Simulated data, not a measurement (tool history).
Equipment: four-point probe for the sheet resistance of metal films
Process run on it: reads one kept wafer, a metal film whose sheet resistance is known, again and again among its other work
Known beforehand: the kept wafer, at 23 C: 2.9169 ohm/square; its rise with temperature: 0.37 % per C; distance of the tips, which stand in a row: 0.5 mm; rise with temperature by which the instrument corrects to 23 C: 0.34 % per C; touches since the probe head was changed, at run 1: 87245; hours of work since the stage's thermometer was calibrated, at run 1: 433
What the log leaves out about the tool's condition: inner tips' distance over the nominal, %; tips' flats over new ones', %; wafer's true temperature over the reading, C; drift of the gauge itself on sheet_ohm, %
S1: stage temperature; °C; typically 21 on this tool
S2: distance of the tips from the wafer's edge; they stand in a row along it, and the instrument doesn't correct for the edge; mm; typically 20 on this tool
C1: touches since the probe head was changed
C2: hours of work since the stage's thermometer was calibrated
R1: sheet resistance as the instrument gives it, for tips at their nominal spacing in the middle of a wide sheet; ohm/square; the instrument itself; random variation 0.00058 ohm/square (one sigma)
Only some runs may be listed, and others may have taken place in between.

run 1 hour=0 | S1=21 S2=20 | C1=87245 C2=433 | R1=2.915276
run 2 hour=90.4 | S1=21 S2=20 | C1=91378 C2=497 | R1=2.914232
run 3 hour=156.2 | S1=19 S2=20 | C1=94385 C2=543 | R1=2.912839
run 4 hour=213.5 | S1=19 S2=20 | C1=97003 C2=583 | R1=2.913355
run 5 hour=293 | S1=20 S2=20 | C1=100637 C2=638 | R1=2.913968
-- hour=334.7 new probe head fitted
run 6 hour=353.5 | S1=31 S2=20 | C1=857 C2=680 | R1=2.925421
run 7 hour=431.8 | S1=21 S2=20 | C1=4438 C2=735 | R1=2.915334
run 8 hour=512.8 | S1=21 S2=20 | C1=8140 C2=792 | R1=2.916079
run 9 hour=592.9 | S1=21 S2=23 | C1=11799 C2=848 | R1=2.915018
run 10 hour=678.2 | S1=21 S2=20 | C1=15700 C2=908 | R1=2.916314
run 11 hour=764.8 | S1=21 S2=20 | C1=19658 C2=968 | R1=2.915995
run 12 hour=859.7 | S1=21 S2=20 | C1=23991 C2=1035 | R1=2.916146
run 13 hour=901 | S1=21 S2=7 | C1=25880 C2=1064 | R1=2.921909
run 14 hour=982.1 | S1=21 S2=7 | C1=29585 C2=1121 | R1=2.921813
run 15 hour=1034.1 | S1=21 S2=7 | C1=31962 C2=1157 | R1=2.923305
run 16 hour=1109.4 | S1=21 S2=7 | C1=35405 C2=1210 | R1=2.921784
-- hour=1121.2 stage's thermometer calibrated
run 17 hour=1193.4 | S1=33 S2=21 | C1=39219 C2=51 | R1=2.927654
run 18 hour=1285.7 | S1=31 S2=20 | C1=43440 C2=115 | R1=2.925346
run 19 hour=1348 | S1=32 S2=30 | C1=46286 C2=159 | R1=2.926207
run 20 hour=1393.6 | S1=32 S2=30 | C1=48369 C2=191 | R1=2.926599
run 21 hour=1447.8 | S1=23 S2=30 | C1=50849 C2=229 | R1=2.916319
run 22 hour=1488.9 | S1=28 S2=18 | C1=52726 C2=258 | R1=2.923873
run 23 hour=1571.2 | S1=28 S2=18 | C1=56487 C2=315 | R1=2.922944
run 24 hour=1631.3 | S1=32 S2=8 | C1=59232 C2=357 | R1=2.932476
run 25 hour=1682.3 | S1=24 S2=15 | C1=61565 C2=393 | R1=2.919358
run 26 hour=1723.2 | S1=24 S2=15 | C1=63435 C2=422 | R1=2.919064
run 27 hour=1761.7 | S1=24 S2=13 | C1=65195 C2=449 | R1=2.920183

What if the next run were any one of these 4? Each begins from the tool's condition after run 27:
run A hour=1850.2 | S1=24 S2=21 | C1=69237 C2=511 | R1=?
run B hour=1850.2 | S1=32 S2=13 | C1=69237 C2=511 | R1=?
run C hour=1850.2 | S1=26 S2=13 | C1=69237 C2=511 | R1=?
run D hour=1850.2 | S1=29 S2=6 | C1=69237 C2=511 | R1=?

run=A R1=2.918167
run=B R1=2.92735
run=C R1=2.921098
run=D R1=2.933679
With no hidden state in the tool, these same runs would have given:
run=A R1=2.918555
run=B R1=2.927738
run=C R1=2.921486
run=D R1=2.934068

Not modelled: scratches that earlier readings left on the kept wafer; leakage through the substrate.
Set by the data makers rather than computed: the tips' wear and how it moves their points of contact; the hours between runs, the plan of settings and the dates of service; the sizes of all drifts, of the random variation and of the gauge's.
